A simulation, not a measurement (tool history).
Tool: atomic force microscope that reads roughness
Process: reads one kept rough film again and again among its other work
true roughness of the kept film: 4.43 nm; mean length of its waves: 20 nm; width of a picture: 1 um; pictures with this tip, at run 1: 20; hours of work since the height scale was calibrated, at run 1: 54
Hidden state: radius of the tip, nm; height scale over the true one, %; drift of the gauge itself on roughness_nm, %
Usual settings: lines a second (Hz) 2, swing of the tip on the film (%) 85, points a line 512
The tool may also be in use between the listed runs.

run     day  lines a second (Hz)  swing of the tip on the film (%)  points a line  pictures with this tip  hours of work since the height scale was calibrated  roughness of the kept film (nm (root mean square))
  1       0                    2                                85            512                      20                                                   54                                               2.915
  2   0.654                    2                                85            512                      33                                                   61                                               2.834
  3   1.354                    2                                85            512                      47                                                   69                                               2.737
  4    2.15                    2                                85            512                      62                                                   77                                               2.631
      2.704  -- new tip fitted
  5   3.058                    2                                89            512                       6                                                   87                                               2.881
  6   3.542                    2                                89            512                      16                                                   92                                               2.787
  7     4.1                    2                                89            512                      27                                                   98                                               2.724
      4.212  -- height scale calibrated on a step standard
  8   4.796                    2                                89            512                      40                                                    6                                               2.615
  9   5.725                 0.79                                89            512                      58                                                   16                                               2.847
 10   6.162                 0.79                                89            512                      66                                                   21                                               2.788
      6.525  -- new tip fitted
 11   7.133                 0.79                                89            512                      12                                                   31                                                3.18
 12    7.85                 1.84                                73            525                      25                                                   39                                               3.072
 13   8.854                    2                                59            281                      45                                                   50                                               2.986
 14   9.692                    2                                59            281                      61                                                   59                                               2.924
     10.188  -- height scale calibrated on a step standard, once more
 15  10.204                 3.05                                59            838                      70                                                    0                                               2.867
     10.308  -- new tip fitted
 16  11.104                 3.05                                59            838                      16                                                   10                                               3.245
 17  12.083                 3.05                                59            838                      35                                                   20                                               3.085
 18  12.762                  3.9                                85            456                      48                                                   27                                               2.321
 19  13.283                 0.56                                85            824                      58                                                   33                                               2.966
     14.008  -- new tip fitted
 20  14.167                 3.62                                71            651                       3                                                   42                                               3.035
 21  14.708                 0.87                                78            837                      13                                                   48                                               3.279

Forecast each of these 5 alternatives for the next run:
  A  15.671                    2                                85            512                      32                                                   59                                                   ?
  B  15.671                 0.58                                81            837                      32                                                   59                                                   ?
  C  15.671                  2.7                                81            837                      32                                                   59                                                   ?
  D  15.671                 2.85                                83            779                      32                                                   59                                                   ?
  E  15.671                 0.91                                85            512                      32                                                   59                                                   ?

run  roughness of the kept film (nm (root mean square))
  A                                               2.776
  B                                               3.171
  C                                               2.741
  D                                               2.662
  E                                               3.063
Without the tool's hidden state the same runs would have given:
run  roughness of the kept film (nm (root mean square))
  A                                               3.032
  B                                               3.462
  C                                               2.994
  D                                               2.908
  E                                               3.345
